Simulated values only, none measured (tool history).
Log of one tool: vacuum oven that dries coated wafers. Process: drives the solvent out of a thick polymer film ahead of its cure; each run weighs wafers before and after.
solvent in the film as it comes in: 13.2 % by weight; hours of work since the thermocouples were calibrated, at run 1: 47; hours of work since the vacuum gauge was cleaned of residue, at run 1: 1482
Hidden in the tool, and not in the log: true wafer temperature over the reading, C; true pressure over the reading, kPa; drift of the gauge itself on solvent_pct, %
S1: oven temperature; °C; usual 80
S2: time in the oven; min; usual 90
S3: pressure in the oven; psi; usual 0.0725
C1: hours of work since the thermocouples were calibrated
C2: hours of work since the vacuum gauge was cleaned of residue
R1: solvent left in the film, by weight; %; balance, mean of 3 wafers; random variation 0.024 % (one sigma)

run,hour,S1,S2,S3,C1,C2,R1
1,0.0,80,90,0.0725,47,1482,1.72
2,36.1,80,90,0.1262,64,1499,1.92
3,110.0,80,90,0.1111,99,1534,1.89
4,149.0,80,90,0.1111,118,1553,1.86
# hour 154.7: oven's thermocouples calibrated
5,194.5,80,90,0.0725,19,1574,1.66
6,243.5,80,90,0.0725,42,1597,1.72
7,297.4,80,90,0.0725,68,1623,1.73
8,330.3,80,126,0.0725,84,1638,1.10
9,403.1,80,126,0.0725,118,1673,1.12
# hour 418.2: oven's thermocouples calibrated, once more
10,444.3,80,126,0.0725,12,1692,1.06
11,483.0,88,52,0.0725,31,1710,1.88
12,522.6,78,52,0.0725,50,1729,3.70
13,590.1,78,52,0.0725,82,1761,3.69

Forecast each of these 5 alternatives for the next run:
A,624.0,80,145,0.0376,98,1778,?
B,624.0,72,90,0.1494,98,1778,?
C,624.0,77,73,0.1189,98,1778,?
D,624.0,78,74,0.0421,98,1778,?
E,624.0,95,140,0.1120,98,1778,?

run,R1
A,0.73
B,3.51
C,2.98
D,2.40
E,0.55
Without the tool's hidden state the same runs would have given:
run,R1
A,0.43
B,3.21
C,2.75
D,2.16
E,0.37

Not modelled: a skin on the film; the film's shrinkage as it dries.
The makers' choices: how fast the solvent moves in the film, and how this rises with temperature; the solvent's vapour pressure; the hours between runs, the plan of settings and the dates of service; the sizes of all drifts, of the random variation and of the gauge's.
